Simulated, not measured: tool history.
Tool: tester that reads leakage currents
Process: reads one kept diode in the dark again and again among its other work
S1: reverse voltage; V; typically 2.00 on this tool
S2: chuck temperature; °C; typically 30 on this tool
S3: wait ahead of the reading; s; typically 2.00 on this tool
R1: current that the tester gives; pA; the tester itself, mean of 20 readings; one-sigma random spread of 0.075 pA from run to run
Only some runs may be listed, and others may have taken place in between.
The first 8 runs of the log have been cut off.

run	hour	S1	S2	S3	R1
9	181.7	2.00	21	2.00	8.72
10	195.9	8.91	30	2.00	37.18
11	225.8	2.00	30	2.00	19.58
12	252.0	2.00	30	2.00	19.53
13	275.7	19.42	30	2.00	53.70
14	292.1	19.42	30	2.00	53.48
15	313.1	19.42	30	2.00	53.40
16	334.4	19.42	30	2.00	53.57
17	361.6	19.42	30	2.00	53.64
18	389.0	1.47	22	4.39	8.35
19	411.3	1.47	22	4.39	8.50
20	436.2	13.25	27	0.31	41.97
21	461.3	7.64	27	0.31	30.80
22	473.7	7.64	27	0.31	30.95
23	488.0	7.64	27	0.31	30.97
24	509.1	7.64	40	0.31	83.56
25	529.3	1.07	33	1.46	19.81
26	553.4	1.07	33	1.46	19.99
27	567.1	2.00	30	3.70	19.57
28	581.3	10.74	33	4.21	51.73
29	598.0	10.74	33	4.21	51.85
30	613.1	1.13	33	2.66	20.29
31	642.0	1.13	49	2.66	80.12
32	660.7	2.16	53	0.58	142.83

Branching from run 32: 4 alternative next runs. What would each branch give?
A	678.8	2.16	53	7.59	?
B	678.8	2.00	30	0.53	?
C	678.8	6.35	51	0.36	?
D	678.8	19.59	49	3.64	?

run	R1
A	140.24
B	20.14
C	184.07
D	242.92
Without the tool's unlogged condition, the same runs would have read:
run	R1
A	140.09
B	19.33
C	182.19
D	235.09

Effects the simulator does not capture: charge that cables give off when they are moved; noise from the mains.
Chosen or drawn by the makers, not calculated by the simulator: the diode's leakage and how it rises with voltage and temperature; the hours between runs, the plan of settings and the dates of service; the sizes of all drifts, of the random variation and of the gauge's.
